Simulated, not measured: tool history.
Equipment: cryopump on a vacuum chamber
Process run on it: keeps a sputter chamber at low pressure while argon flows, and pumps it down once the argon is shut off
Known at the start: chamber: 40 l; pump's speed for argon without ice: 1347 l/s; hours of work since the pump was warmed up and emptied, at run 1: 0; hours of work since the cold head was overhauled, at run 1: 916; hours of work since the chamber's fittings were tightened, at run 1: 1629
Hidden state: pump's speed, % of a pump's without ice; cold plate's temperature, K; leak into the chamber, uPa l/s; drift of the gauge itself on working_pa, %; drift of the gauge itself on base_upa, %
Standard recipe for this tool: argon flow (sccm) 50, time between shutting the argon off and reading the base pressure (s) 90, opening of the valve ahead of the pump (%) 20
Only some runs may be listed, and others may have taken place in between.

run	hour	argon flow (sccm)	time between shutting the argon off and reading the base pressure (s)	opening of the valve ahead of the pump (%)	hours of work since the pump was warmed up and emptied	hours of work since the cold head was overhauled	hours of work since the chamber's fittings were tightened	pressure while argon flows (Pa)	pressure after the wait (uPa)
1	0.0	50	90	20	0	916	1629	0.3134	2.24
2	46.5	50	90	20	38	954	1667	0.3166	2.39
3	141.5	50	90	20	115	1031	1744	0.3171	2.56
4	212.2	50	104	20	172	1088	1801	0.3219	2.56
5	276.5	50	90	20	224	1140	1853	0.3240	2.78
6	316.8	50	90	20	257	1173	1886	0.3238	2.85
7	364.7	50	90	20	295	1211	1925	0.3258	3.01
8	427.2	50	60	20	346	1262	1975	0.3321	3.48
# hour 511.7: pump warmed up, emptied and cooled again
9	513.6	50	60	58	2	1328	2041	0.1094	2.94
10	560.8	50	116	20	40	1366	2079	0.3163	2.58
11	631.1	50	90	20	97	1423	2136	0.3218	2.91
12	691.6	50	90	20	146	1472	2185	0.3233	3.02
13	771.0	50	90	20	210	1536	2250	0.3240	3.16
14	854.2	50	90	56	277	1604	2317	0.1260	3.48
15	916.6	50	77	56	328	1654	2368	0.1302	3.72
16	977.8	50	65	56	378	1704	2417	0.1313	4.03
# hour 1019.7: pump warmed up, emptied and cooled again
17	1054.9	50	169	20	29	1762	2476	0.3166	2.84
18	1123.2	50	50	20	84	1818	2531	0.3197	3.64
# hour 1193.5: leaking fittings of the chamber tightened, without venting
19	1218.7	50	89	55	160	1894	20	0.1221	0.91
20	1286.0	50	89	55	214	1948	75	0.1257	0.96
21	1372.6	50	177	20	284	2018	145	0.3277	0.81
22	1413.7	58	177	18	318	2051	178	0.4212	0.86
23	1491.9	58	177	18	381	2115	242	0.4299	0.96
# hour 1526.4: pump warmed up, emptied and cooled again
24	1544.0	70	33	33	14	2153	280	0.2679	2.05
25	1605.0	77	90	26	64	2202	329	0.3750	1.16
26	1666.3	77	90	16	113	2252	379	0.6097	1.19
27	1748.9	59	198	40	180	2319	446	0.1967	1.02
28	1790.7	21	90	34	214	2353	480	0.0830	1.37
29	1865.2	21	90	34	274	2413	540	0.0843	1.50
30	1930.7	21	90	34	327	2466	593	0.0848	1.61
31	2002.8	21	90	34	386	2525	651	0.0860	1.71
# hour 2033.3: pump warmed up, emptied and cooled again
32	2051.5	28	78	21	15	2560	687	0.1680	1.51
33	2143.1	74	141	22	89	2634	761	0.4278	1.38

3 ways to go on from here, each from the tool as it stands after run 33. What would each give?
A	2220.0	50	193	18	151	2696	823	?	?
B	2220.0	50	257	20	151	2696	823	?	?
C	2220.0	34	90	20	151	2696	823	?	?

run	pressure while argon flows (Pa)	pressure after the wait (uPa)
A	0.3546	1.43
B	0.3223	1.38
C	0.2204	1.70
With the hidden condition removed and each run's random variation left untouched, the same runs would have given:
run	pressure while argon flows (Pa)	pressure after the wait (uPa)
A	0.3474	0.50
B	0.3151	0.44
C	0.2154	0.78
